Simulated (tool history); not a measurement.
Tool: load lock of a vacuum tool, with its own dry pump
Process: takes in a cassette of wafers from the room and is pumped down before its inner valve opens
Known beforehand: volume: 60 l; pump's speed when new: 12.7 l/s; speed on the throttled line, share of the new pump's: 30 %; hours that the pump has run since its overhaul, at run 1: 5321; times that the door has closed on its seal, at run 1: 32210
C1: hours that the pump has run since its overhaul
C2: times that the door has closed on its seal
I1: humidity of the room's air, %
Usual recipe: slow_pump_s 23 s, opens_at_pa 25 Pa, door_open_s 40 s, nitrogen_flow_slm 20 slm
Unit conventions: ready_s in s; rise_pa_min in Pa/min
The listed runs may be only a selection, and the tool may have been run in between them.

{"run": 1, "day": 0.0, "slow_pump_s": 23, "opens_at_pa": 25, "door_open_s": 40, "nitrogen_flow_slm": 20, "C1": 5321, "C2": 32210, "I1": 45.2, "ready_s": 58.2, "rise_pa_min": 0.153}
{"run": 2, "day": 5.958, "slow_pump_s": 23, "opens_at_pa": 25, "door_open_s": 40, "nitrogen_flow_slm": 20, "C1": 5464, "C2": 32740, "I1": 49.9, "ready_s": 58.1, "rise_pa_min": 0.154}
{"run": 3, "day": 9.679, "slow_pump_s": 23, "opens_at_pa": 25, "door_open_s": 40, "nitrogen_flow_slm": 20, "C1": 5553, "C2": 33072, "I1": 44.7, "ready_s": 58.0, "rise_pa_min": 0.158}
{"run": 4, "day": 14.75, "slow_pump_s": 23, "opens_at_pa": 25, "door_open_s": 40, "nitrogen_flow_slm": 20, "C1": 5675, "C2": 33523, "I1": 43.4, "ready_s": 58.4, "rise_pa_min": 0.155}
{"run": 5, "day": 20.425, "slow_pump_s": 23, "opens_at_pa": 25, "door_open_s": 40, "nitrogen_flow_slm": 20, "C1": 5811, "C2": 34029, "I1": 48.6, "ready_s": 58.5, "rise_pa_min": 0.163}
{"run": 6, "day": 26.367, "slow_pump_s": 23, "opens_at_pa": 25, "door_open_s": 40, "nitrogen_flow_slm": 10, "C1": 5954, "C2": 34559, "I1": 43.5, "ready_s": 58.1, "rise_pa_min": 0.176}
{"run": 7, "day": 31.321, "slow_pump_s": 23, "opens_at_pa": 25, "door_open_s": 40, "nitrogen_flow_slm": 10, "C1": 6073, "C2": 35000, "I1": 46.2, "ready_s": 57.9, "rise_pa_min": 0.174}
{"run": 8, "day": 36.462, "slow_pump_s": 38, "opens_at_pa": 43, "door_open_s": 186, "nitrogen_flow_slm": 17, "C1": 6196, "C2": 35458, "I1": 45.6, "ready_s": 65.7, "rise_pa_min": 0.189}
{"run": 9, "day": 40.621, "slow_pump_s": 15, "opens_at_pa": 33, "door_open_s": 114, "nitrogen_flow_slm": 17, "C1": 6296, "C2": 35828, "I1": 45.9, "ready_s": 51.6, "rise_pa_min": 0.188}
{"run": 10, "day": 45.058, "slow_pump_s": 15, "opens_at_pa": 33, "door_open_s": 114, "nitrogen_flow_slm": 17, "C1": 6402, "C2": 36223, "I1": 42.0, "ready_s": 51.5, "rise_pa_min": 0.186}
{"run": 11, "day": 52.975, "slow_pump_s": 30, "opens_at_pa": 23, "door_open_s": 57, "nitrogen_flow_slm": 5, "C1": 6592, "C2": 36929, "I1": 44.1, "ready_s": 64.1, "rise_pa_min": 0.207}
{"run": 12, "day": 60.388, "slow_pump_s": 30, "opens_at_pa": 23, "door_open_s": 57, "nitrogen_flow_slm": 5, "C1": 6770, "C2": 37589, "I1": 45.6, "ready_s": 63.9, "rise_pa_min": 0.208}
{"run": 13, "day": 68.671, "slow_pump_s": 14, "opens_at_pa": 23, "door_open_s": 36, "nitrogen_flow_slm": 6, "C1": 6969, "C2": 38327, "I1": 44.0, "ready_s": 53.2, "rise_pa_min": 0.196}

Forecast each of these 4 alternatives for the next run:
{"run": "A", "day": 72.492, "slow_pump_s": 14, "opens_at_pa": 23, "door_open_s": 81, "nitrogen_flow_slm": 6, "C1": 7061, "C2": 38667, "I1": 47.2, "ready_s": "?", "rise_pa_min": "?"}
{"run": "B", "day": 72.492, "slow_pump_s": 14, "opens_at_pa": 25, "door_open_s": 40, "nitrogen_flow_slm": 20, "C1": 7061, "C2": 38667, "I1": 42.4, "ready_s": "?", "rise_pa_min": "?"}
{"run": "C", "day": 72.492, "slow_pump_s": 21, "opens_at_pa": 49, "door_open_s": 68, "nitrogen_flow_slm": 20, "C1": 7061, "C2": 38667, "I1": 48.1, "ready_s": "?", "rise_pa_min": "?"}
{"run": "D", "day": 72.492, "slow_pump_s": 14, "opens_at_pa": 23, "door_open_s": 119, "nitrogen_flow_slm": 36, "C1": 7061, "C2": 38667, "I1": 44.1, "ready_s": "?", "rise_pa_min": "?"}

run=A ready_s=53.3 rise_pa_min=0.213
run=B ready_s=52.6 rise_pa_min=0.191
run=C ready_s=54.2 rise_pa_min=0.196
run=D ready_s=52.5 rise_pa_min=0.189
With no hidden state in the tool, these same runs would have given:
run=A ready_s=49.7 rise_pa_min=0.052
run=B ready_s=49.1 rise_pa_min=0.028
run=C ready_s=51.2 rise_pa_min=0.034
run=D ready_s=49.0 rise_pa_min=0.027

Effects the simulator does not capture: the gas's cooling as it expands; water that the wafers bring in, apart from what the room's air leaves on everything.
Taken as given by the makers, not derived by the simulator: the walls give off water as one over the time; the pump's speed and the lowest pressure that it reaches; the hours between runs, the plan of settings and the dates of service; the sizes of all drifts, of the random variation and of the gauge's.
